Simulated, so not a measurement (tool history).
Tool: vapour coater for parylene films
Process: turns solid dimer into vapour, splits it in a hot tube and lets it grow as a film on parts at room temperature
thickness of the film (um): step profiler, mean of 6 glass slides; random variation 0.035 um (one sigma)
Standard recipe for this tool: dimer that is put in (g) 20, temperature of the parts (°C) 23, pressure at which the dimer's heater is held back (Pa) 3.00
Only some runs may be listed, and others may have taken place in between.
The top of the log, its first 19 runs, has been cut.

| run | day | dimer that is put in (g) | temperature of the parts (°C) | pressure at which the dimer's heater is held back (Pa) | thickness of the film (um) |
|---|---|---|---|---|---|
| 20 | 12.142 | 10 | 25 | 3.70 | 1.56 |
| 21 | 12.829 | 10 | 25 | 3.70 | 1.55 |
| 22 | 13.308 | 14 | 25 | 9.20 | 2.06 |
| 23 | 14.062 | 32 | 25 | 5.17 | 4.87 |
| 24 | 14.654 | 32 | 25 | 5.17 | 4.75 |
| 25 | 15.421 | 32 | 25 | 5.17 | 4.76 |
| 26 | 15.938 | 32 | 25 | 5.17 | 4.79 |
| 27 | 16.654 | 32 | 25 | 5.17 | 4.74 |
| 28 | 17.317 | 9 | 25 | 7.44 | 1.28 |
| 29 | 17.675 | 11 | 32 | 2.18 | 1.32 |
| 30 | 18.096 | 11 | 32 | 2.18 | 1.34 |
| 31 | 18.908 | 35 | 32 | 3.67 | 4.14 |
| 32 | 19.321 | 33 | 17 | 5.94 | 6.19 |
| 33 | 19.775 | 17 | 22 | 4.67 | 2.72 |
| 34 | 20.592 | 9 | 16 | 2.18 | 1.84 |
| 35 | 21.238 | 24 | 23 | 2.12 | 3.82 |
| 36 | 21.608 | 24 | 23 | 2.12 | 3.80 |

Forecast each of these 4 alternatives for the next run:
| A | 22.129 | 24 | 23 | 7.51 | ? |
| B | 22.129 | 8 | 23 | 6.91 | ? |
| C | 22.129 | 20 | 17 | 3.49 | ? |
| D | 22.129 | 23 | 15 | 7.66 | ? |

| run | thickness of the film (um) |
|---|---|
| A | 3.56 |
| B | 1.16 |
| C | 3.80 |
| D | 4.48 |
Without the tool's hidden state the same runs would have given:
| run | thickness of the film (um) |
|---|---|
| A | 4.03 |
| B | 1.32 |
| C | 4.31 |
| D | 5.08 |
